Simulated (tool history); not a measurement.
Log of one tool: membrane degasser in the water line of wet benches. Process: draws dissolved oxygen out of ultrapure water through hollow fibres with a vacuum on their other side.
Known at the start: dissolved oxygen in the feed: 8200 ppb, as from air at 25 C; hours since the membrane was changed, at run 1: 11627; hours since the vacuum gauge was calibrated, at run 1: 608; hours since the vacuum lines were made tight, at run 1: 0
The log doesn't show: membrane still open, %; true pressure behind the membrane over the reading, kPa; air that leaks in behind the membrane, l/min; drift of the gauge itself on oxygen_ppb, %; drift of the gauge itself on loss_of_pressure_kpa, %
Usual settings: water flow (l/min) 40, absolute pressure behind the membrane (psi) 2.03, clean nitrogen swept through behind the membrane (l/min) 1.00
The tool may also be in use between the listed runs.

run    hour  water flow (l/min)  absolute pressure behind the membrane (psi)  clean nitrogen swept through behind the membrane (l/min)  hours since the membrane was changed  hours since the vacuum gauge was calibrated  hours since the vacuum lines were made tight  dissolved oxygen in the water behind the degasser (ppb)  pressure that the water loses in the fibres (psi)
  1     0.0                  40                                         2.03                                                      1.00                                 11627                                          608                                             0                                                    832.7                                              9.529
  2   208.7                  40                                         2.03                                                      1.00                                 11836                                          817                                           209                                                    835.1                                              9.485
  3   469.5                  40                                         2.03                                                      1.00                                 12097                                         1078                                           469                                                    834.1                                              9.465
  4   684.4                  38                                         2.03                                                      1.00                                 12312                                         1293                                           684                                                    802.9                                              9.072
      897.6  -- membrane cartridge changed
  5   952.2                  40                                         2.03                                                      1.00                                    55                                         1557                                           948                                                    826.5                                              9.004
  6  1164.4                  40                                         2.03                                                      1.00                                   267                                         1769                                          1160                                                    825.2                                              9.117
  7  1448.8                  40                                         2.03                                                      1.00                                   551                                         2053                                          1445                                                    831.6                                              9.111
  8  1709.3                  40                                         2.03                                                      1.00                                   812                                         2314                                          1705                                                    826.5                                              9.059
  9  2021.0                  40                                         2.03                                                      1.00                                  1123                                         2625                                          2017                                                    829.5                                              9.088
 10  2230.3                  25                                         2.03                                                      1.00                                  1333                                         2835                                          2226                                                    567.2                                              5.670
 11  2453.3                  40                                         2.03                                                      1.00                                  1556                                         3058                                          2449                                                    828.6                                              9.149
 12  2742.8                  36                                         2.03                                                      0.76                                  1845                                         3347                                          2739                                                    936.1                                              8.256
 13  2954.5                  36                                         2.03                                                      0.76                                  2057                                         3559                                          2950                                                    930.4                                              8.228
 14  3167.3                  63                                         2.03                                                      2.99                                  2270                                         3772                                          3163                                                    558.8                                             14.359
     3186.9  -- vacuum gauge calibrated
 15  3362.3                  40                                         2.28                                                      0.66                                  2464                                          175                                          3358                                                   1257.4                                              9.207
 16  3596.9                  40                                         4.95                                                      0.87                                  2699                                          410                                          3592                                                   2190.8                                              9.137
 17  3771.6                  40                                         1.60                                                      1.73                                  2874                                          585                                          3767                                                    424.6                                              9.182
 18  4104.2                  64                                         1.70                                                      1.56                                  3206                                          917                                          4100                                                    739.9                                             14.672
 19  4263.6                  59                                         2.03                                                      1.00                                  3366                                         1077                                          4259                                                   1127.4                                             13.607
     4424.3  -- vacuum gauge calibrated, once more
 20  4440.0                  30                                         2.03                                                      1.00                                  3541                                           16                                          4435                                                    657.0                                              6.865

Forecast run 21:
 21  4693.1                  30                                         2.03                                                      1.00                                  3795                                          269                                          4688                                                        ?                                                  ?

dissolved oxygen in the water behind the degasser (ppb): 658.4
pressure that the water loses in the fibres (psi): 6.939
Without the tool's hidden state the same run would have given dissolved oxygen in the water behind the degasser (ppb) 651.6, pressure that the water loses in the fibres (psi) 6.830.
